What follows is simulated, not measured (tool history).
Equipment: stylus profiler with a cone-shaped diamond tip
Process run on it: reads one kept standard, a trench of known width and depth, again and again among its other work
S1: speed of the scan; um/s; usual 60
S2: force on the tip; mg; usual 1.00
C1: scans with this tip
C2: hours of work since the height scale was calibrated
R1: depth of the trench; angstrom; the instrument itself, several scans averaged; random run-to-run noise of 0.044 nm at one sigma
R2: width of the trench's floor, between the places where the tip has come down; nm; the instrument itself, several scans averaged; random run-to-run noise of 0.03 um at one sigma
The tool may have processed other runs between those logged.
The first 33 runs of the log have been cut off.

run 34 hour=3249.1 | S1=105 S2=2.14 | C1=14460 C2=415 | R1=1007.9 R2=46350
run 35 hour=3330.7 | S1=105 S2=2.14 | C1=14719 C2=455 | R1=1008.5 R2=46300
run 36 hour=3452.6 | S1=22 S2=1.50 | C1=15105 C2=515 | R1=1007.6 R2=46750
run 37 hour=3580.8 | S1=25 S2=2.04 | C1=15511 C2=578 | R1=1008.9 R2=46780
run 38 hour=3692.3 | S1=30 S2=1.42 | C1=15865 C2=632 | R1=1007.6 R2=46700
-- hour=3742.3 new tip fitted, height scale calibrated
run 39 hour=3774.1 | S1=129 S2=2.76 | C1=101 C2=16 | R1=1008.2 R2=47350
run 40 hour=3882.2 | S1=225 S2=0.84 | C1=443 C2=69 | R1=1004.2 R2=45920
run 41 hour=4006.2 | S1=37 S2=1.27 | C1=837 C2=129 | R1=1005.6 R2=47690
run 42 hour=4104.1 | S1=60 S2=0.93 | C1=1147 C2=177 | R1=1004.7 R2=47420
run 43 hour=4187.3 | S1=82 S2=1.89 | C1=1411 C2=218 | R1=1007.8 R2=47420
run 44 hour=4284.7 | S1=16 S2=1.00 | C1=1719 C2=266 | R1=1004.9 R2=47790
run 45 hour=4388.2 | S1=16 S2=1.00 | C1=2047 C2=316 | R1=1004.5 R2=47650
run 46 hour=4517.1 | S1=16 S2=1.00 | C1=2456 C2=379 | R1=1005.4 R2=47750

Branching from run 46: 4 alternative next runs. What would each branch give?
run A hour=4575.8 | S1=16 S2=0.51 | C1=2642 C2=408 | R1=? R2=?
run B hour=4575.8 | S1=68 S2=0.57 | C1=2642 C2=408 | R1=? R2=?
run C hour=4575.8 | S1=16 S2=0.64 | C1=2642 C2=408 | R1=? R2=?
run D hour=4575.8 | S1=56 S2=0.77 | C1=2642 C2=408 | R1=? R2=?

run=A R1=1003.7 R2=47590
run=B R1=1004.5 R2=47040
run=C R1=1004.8 R2=47610
run=D R1=1004.7 R2=47200
Take away the tool's hidden state, keep each run's random variation, and the runs would have read:
run=A R1=1002.6 R2=47810
run=B R1=1003.3 R2=47260
run=C R1=1003.6 R2=47830
run=D R1=1003.5 R2=47410

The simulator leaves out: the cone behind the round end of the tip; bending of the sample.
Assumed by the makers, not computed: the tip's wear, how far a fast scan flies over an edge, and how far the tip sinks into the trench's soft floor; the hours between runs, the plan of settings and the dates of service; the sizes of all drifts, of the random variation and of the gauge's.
